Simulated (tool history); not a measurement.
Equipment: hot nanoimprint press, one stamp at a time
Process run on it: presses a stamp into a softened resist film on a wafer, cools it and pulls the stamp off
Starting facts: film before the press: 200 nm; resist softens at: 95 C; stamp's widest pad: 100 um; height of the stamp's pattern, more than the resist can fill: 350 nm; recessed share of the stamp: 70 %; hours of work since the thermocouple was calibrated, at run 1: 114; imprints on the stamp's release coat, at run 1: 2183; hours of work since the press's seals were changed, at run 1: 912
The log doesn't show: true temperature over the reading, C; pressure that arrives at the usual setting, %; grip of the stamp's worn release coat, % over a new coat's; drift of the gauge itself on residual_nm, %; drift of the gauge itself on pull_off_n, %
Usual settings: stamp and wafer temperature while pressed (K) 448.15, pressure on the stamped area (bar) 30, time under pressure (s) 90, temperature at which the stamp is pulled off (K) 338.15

run,day,stamp and wafer temperature while pressed (K),pressure on the stamped area (bar),time under pressure (s),temperature at which the stamp is pulled off (K),hours of work since the thermocouple was calibrated,imprints on the stamp's release coat,hours of work since the press's seals were changed,resist left under the stamp's widest pad (nm),greatest force while the stamp is pulled off (N)
1,0,448.15,30,90,338.15,114,2183,912,74,223
2,1.092,448.15,30,90,338.15,131,2240,929,73.8,228
3,2.429,448.15,30,90,338.15,153,2311,951,74.3,227
4,4.088,448.15,30,90,338.15,179,2398,977,73.9,235
# day 5.138: stamp cleaned and given a new release coat
5,5.496,448.15,34,90,338.15,197,18,996,69,226
6,6.546,448.15,34,90,338.15,214,74,1013,69.2,235
7,8.1,448.15,34,90,338.15,239,156,1037,68.8,232
8,9.433,448.15,30,90,336.15,260,226,1059,74,237
# day 10.542: plate thermocouple calibrated
9,11.233,448.15,19.1,90,338.15,11,314,1085,95.2,221
10,12.633,454.15,19.1,90,338.15,33,388,1108,80.6,224
11,14.021,454.15,19.1,90,338.15,55,461,1130,80.4,224
12,15.054,448.15,30,90,338.15,72,516,1146,74.2,232
13,15.796,442.15,30,90,338.15,84,555,1158,89.5,231
14,17.371,442.15,30,90,338.15,109,638,1183,89.4,235
15,18.592,448.15,30,90,338.15,128,702,1203,74.2,224
16,20.133,448.15,30,90,338.15,153,783,1227,73.8,232
17,21.888,448.15,30,90,338.15,181,876,1255,74.2,219
# day 23.121: press's hydraulic seals changed and the load cell set to zero
18,23.846,448.15,24.7,67,338.15,207,961,12,91.3,233
19,25.5,445.15,25.1,90,338.15,233,1048,38,89.8,243
20,26.654,445.15,25.1,90,338.15,252,1109,56,89.7,230
21,27.512,445.15,25.1,90,338.15,265,1155,70,89.4,225
# day 28.325: plate thermocouple calibrated
22,28.542,445.15,25.1,90,338.15,3,1202,84,89.4,231
23,29.417,453.15,22.1,90,338.15,17,1248,98,76.2,227
24,30.7,448.15,30,90,332.15,38,1316,119,73.8,241
25,32.258,448.15,30,90,332.15,63,1398,144,73.7,249
26,33.996,448.15,30,90,332.15,90,1490,171,74.1,242
27,34.9,448.15,30,90,332.15,105,1537,186,73.9,243
28,36.383,447.15,19.4,90,338.15,128,1615,210,97.2,226
29,37.321,442.15,33.2,90,338.15,143,1665,224,84.5,229
30,38.525,442.15,19.7,71,343.15,163,1728,244,119,222

Consider 3 possible next runs. They are alternatives, not a sequence: every one starts from the tool as it was left by run 30. What does each give?
A,39.367,446.15,23.6,71,327.15,176,1773,257,?,?
B,39.367,448.15,26.7,90,338.15,176,1773,257,?,?
C,39.367,442.15,43.7,92,327.15,176,1773,257,?,?

run,resist left under the stamp's widest pad (nm),greatest force while the stamp is pulled off (N)
A,97.4,239
B,79.3,227
C,71.9,250
With the hidden condition removed and each run's random variation left untouched, the same runs would have given:
run,resist left under the stamp's widest pad (nm),greatest force while the stamp is pulled off (N)
A,97.4,238
B,79.3,226
C,71.9,249
